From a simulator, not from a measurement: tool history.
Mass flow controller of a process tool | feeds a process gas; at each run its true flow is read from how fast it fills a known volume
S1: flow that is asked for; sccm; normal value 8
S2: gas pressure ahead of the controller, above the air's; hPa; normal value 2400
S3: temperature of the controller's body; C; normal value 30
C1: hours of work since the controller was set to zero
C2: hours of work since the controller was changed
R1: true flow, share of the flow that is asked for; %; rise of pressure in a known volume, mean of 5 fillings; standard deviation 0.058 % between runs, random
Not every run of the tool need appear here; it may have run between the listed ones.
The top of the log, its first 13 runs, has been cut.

| run | hour | S1 | S2 | S3 | C1 | C2 | R1 |
|---|---|---|---|---|---|---|---|
| 14 | 772.0 | 8 | 2400 | 26 | 4321 | 4321 | 99.16 |
| 15 | 806.8 | 8 | 2400 | 30 | 4341 | 4341 | 99.58 |
| 16 | 842.7 | 8 | 2400 | 30 | 4362 | 4362 | 99.53 |
| 17 | 893.9 | 3 | 2400 | 30 | 4392 | 4392 | 99.37 |
| 18 | 962.4 | 3 | 2400 | 30 | 4432 | 4432 | 99.34 |
| 19 | 1025.0 | 3 | 2400 | 30 | 4469 | 4469 | 99.26 |
| 20 | 1099.2 | 8 | 1480 | 27 | 4512 | 4512 | 98.77 |
| 21 | 1140.3 | 2 | 1710 | 26 | 4536 | 4536 | 98.69 |
| 22 | 1215.8 | 2 | 1710 | 26 | 4580 | 4580 | 98.51 |
| 23 | 1252.6 | 7 | 1710 | 35 | 4602 | 4602 | 99.67 |
| 24 | 1330.2 | 16 | 1510 | 30 | 4647 | 4647 | 99.09 |
| 25 | 1379.4 | 16 | 1510 | 30 | 4676 | 4676 | 99.03 |
| 26 | 1419.9 | 10 | 1470 | 30 | 4700 | 4700 | 98.84 |
| 27 | 1488.6 | 10 | 1470 | 30 | 4740 | 4740 | 98.89 |
| 28 | 1567.8 | 6 | 2400 | 22 | 4786 | 4786 | 97.98 |
| 29 | 1648.2 | 8 | 2400 | 36 | 4833 | 4833 | 99.38 |
| 30 | 1718.8 | 2 | 2400 | 36 | 4874 | 4874 | 99.32 |
| 31 | 1756.6 | 2 | 2400 | 36 | 4897 | 4897 | 99.21 |

Forecast each of these 4 alternatives for the next run:
| A | 1827.2 | 4 | 1510 | 34 | 4938 | 4938 | ? |
| B | 1827.2 | 4 | 1890 | 30 | 4938 | 4938 | ? |
| C | 1827.2 | 8 | 2260 | 30 | 4938 | 4938 | ? |
| D | 1827.2 | 2 | 1890 | 30 | 4938 | 4938 | ? |

| run | R1 |
|---|---|
| A | 98.90 |
| B | 98.49 |
| C | 98.64 |
| D | 98.46 |
Had the tool no hidden state, the same runs would have come out as:
| run | R1 |
|---|---|
| A | 100.59 |
| B | 100.18 |
| C | 100.33 |
| D | 100.13 |
